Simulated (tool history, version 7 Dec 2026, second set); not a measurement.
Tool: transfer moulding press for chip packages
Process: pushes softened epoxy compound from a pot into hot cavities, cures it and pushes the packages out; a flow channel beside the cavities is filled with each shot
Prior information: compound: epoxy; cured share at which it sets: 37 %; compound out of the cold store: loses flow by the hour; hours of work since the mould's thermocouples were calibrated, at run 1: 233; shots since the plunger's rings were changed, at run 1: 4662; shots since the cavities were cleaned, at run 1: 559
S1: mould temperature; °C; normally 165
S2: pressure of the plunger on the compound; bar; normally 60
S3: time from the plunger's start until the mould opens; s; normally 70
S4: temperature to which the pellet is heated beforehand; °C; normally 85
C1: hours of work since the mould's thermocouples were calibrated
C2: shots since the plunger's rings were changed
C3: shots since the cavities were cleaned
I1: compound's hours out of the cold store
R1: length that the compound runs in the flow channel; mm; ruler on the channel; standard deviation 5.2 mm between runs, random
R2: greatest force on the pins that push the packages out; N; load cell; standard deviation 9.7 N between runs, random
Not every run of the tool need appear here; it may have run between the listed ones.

run 1 hour=0 | S1=165 S2=60 S3=70 S4=85 | C1=233 C2=4662 C3=559 | I1=27.4 | R1=932 R2=736
-- hour=10.6 plunger's sealing rings changed
-- hour=21.5 cavities cleaned with cleaning compound and waxed
run 2 hour=36.7 | S1=165 S2=60 S3=70 S4=85 | C1=253 C2=375 C3=231 | I1=45.1 | R1=932 R2=894
run 3 hour=54 | S1=165 S2=60 S3=70 S4=85 | C1=264 C2=638 C3=494 | I1=42.3 | R1=943 R2=882
-- hour=75.4 cavities cleaned with cleaning compound and waxed
run 4 hour=90.1 | S1=165 S2=60 S3=70 S4=85 | C1=285 C2=1166 C3=224 | I1=20.1 | R1=991 R2=602
-- hour=130.6 cavities cleaned with cleaning compound and waxed
run 5 hour=130.6 | S1=165 S2=61.1 S3=70 S4=85 | C1=310 C2=1760 C3=0 | I1=43.1 | R1=931 R2=478
run 6 hour=170.2 | S1=165 S2=61.1 S3=70 S4=85 | C1=334 C2=2364 C3=604 | I1=16.3 | R1=992 R2=768
-- hour=184.1 cavities cleaned with cleaning compound and waxed
run 7 hour=205.5 | S1=160 S2=61.1 S3=70 S4=85 | C1=355 C2=2878 C3=326 | I1=26.3 | R1=987 R2=830
-- hour=238.2 cavities cleaned with cleaning compound and waxed
-- hour=241.8 cavities cleaned with cleaning compound and waxed, once more
run 8 hour=244.8 | S1=160 S2=61.1 S3=70 S4=85 | C1=378 C2=3433 C3=47 | I1=24.6 | R1=982 R2=652
run 9 hour=278.7 | S1=160 S2=61.1 S3=70 S4=90 | C1=399 C2=3948 C3=562 | I1=18.4 | R1=991 R2=935
-- hour=296.2 cavities cleaned with cleaning compound and waxed
run 10 hour=310.6 | S1=165 S2=60 S3=70 S4=85 | C1=418 C2=4411 C3=219 | I1=31 | R1=924 R2=599
run 11 hour=332.7 | S1=165 S2=45.7 S3=70 S4=85 | C1=432 C2=4749 C3=557 | I1=22.9 | R1=821 R2=731
-- hour=337.7 plunger's sealing rings changed
-- hour=352.3 cavities cleaned with cleaning compound and waxed
run 12 hour=358.7 | S1=165 S2=45.7 S3=70 S4=85 | C1=446 C2=298 C3=98 | I1=44.3 | R1=814 R2=528
run 13 hour=386.2 | S1=165 S2=45.7 S3=70 S4=85 | C1=463 C2=717 C3=517 | I1=37 | R1=833 R2=719
-- hour=405.4 cavities cleaned with cleaning compound and waxed
run 14 hour=406.8 | S1=165 S2=74.4 S3=70 S4=85 | C1=475 C2=1009 C3=22 | I1=34.2 | R1=1066 R2=476
run 15 hour=447.4 | S1=163 S2=74.4 S3=70 S4=85 | C1=500 C2=1627 C3=640 | I1=22.2 | R1=1104 R2=833
-- hour=458.2 cavities cleaned with cleaning compound and waxed
run 16 hour=483 | S1=163 S2=74.4 S3=70 S4=85 | C1=521 C2=2146 C3=377 | I1=40.5 | R1=1038 R2=721
-- hour=514 cavities cleaned with cleaning compound and waxed
run 17 hour=521.6 | S1=163 S2=74.4 S3=70 S4=85 | C1=544 C2=2712 C3=116 | I1=19.5 | R1=1090 R2=610
-- hour=525.8 mould's thermocouples calibrated
run 18 hour=559 | S1=165 S2=60 S3=72 S4=85 | C1=21 C2=3252 C3=656 | I1=31.8 | R1=926 R2=712
-- hour=569.8 cavities cleaned with cleaning compound and waxed
run 19 hour=584.7 | S1=167 S2=60 S3=94 S4=78 | C1=36 C2=3620 C3=227 | I1=25.5 | R1=931 R2=514
run 20 hour=603.9 | S1=167 S2=60 S3=94 S4=78 | C1=48 C2=3912 C3=519 | I1=12.5 | R1=969 R2=574
-- hour=625.1 cavities cleaned with cleaning compound and waxed
run 21 hour=638.1 | S1=167 S2=60 S3=94 S4=78 | C1=68 C2=4411 C3=198 | I1=27.6 | R1=919 R2=507
run 22 hour=658.9 | S1=165 S2=69.9 S3=58 S4=85 | C1=81 C2=4727 C3=514 | I1=17.4 | R1=1024 R2=1023
-- hour=664.7 plunger's sealing rings changed
run 23 hour=678.7 | S1=163 S2=60 S3=70 S4=85 | C1=92 C2=214 C3=779 | I1=14.2 | R1=1034 R2=870
-- hour=682.8 cavities cleaned with cleaning compound and waxed
run 24 hour=718.3 | S1=162 S2=60 S3=55 S4=85 | C1=116 C2=795 C3=541 | I1=12 | R1=1033 R2=1480
-- hour=737.6 cavities cleaned with cleaning compound and waxed
run 25 hour=743.6 | S1=162 S2=65.5 S3=55 S4=87 | C1=130 C2=1157 C3=91 | I1=41.2 | R1=988 R2=976
run 26 hour=760.4 | S1=171 S2=71.9 S3=83 S4=94 | C1=141 C2=1412 C3=346 | I1=24.3 | R1=1032 R2=541
-- hour=792.3 cavities cleaned with cleaning compound and waxed
run 27 hour=797.2 | S1=170 S2=71.9 S3=55 S4=94 | C1=163 C2=1951 C3=74 | I1=44.1 | R1=990 R2=554

Alternative continuations, all from the tool just after run 27; predict every row:
run A hour=829.4 | S1=157 S2=50.2 S3=85 S4=85 | C1=183 C2=2441 C3=564 | I1=19.2 | R1=? R2=?
run B hour=829.4 | S1=173 S2=54.7 S3=72 S4=85 | C1=183 C2=2441 C3=564 | I1=31.6 | R1=? R2=?
run C hour=829.4 | S1=159 S2=60 S3=70 S4=85 | C1=183 C2=2441 C3=564 | I1=20 | R1=? R2=?

run=A R1=929 R2=789
run=B R1=882 R2=655
run=C R1=1001 R2=1038
The same runs, with their run-to-run variation unchanged, on a tool lacking any hidden condition would have given:
run=A R1=957 R2=487
run=B R1=909 R2=416
run=C R1=1031 R2=636
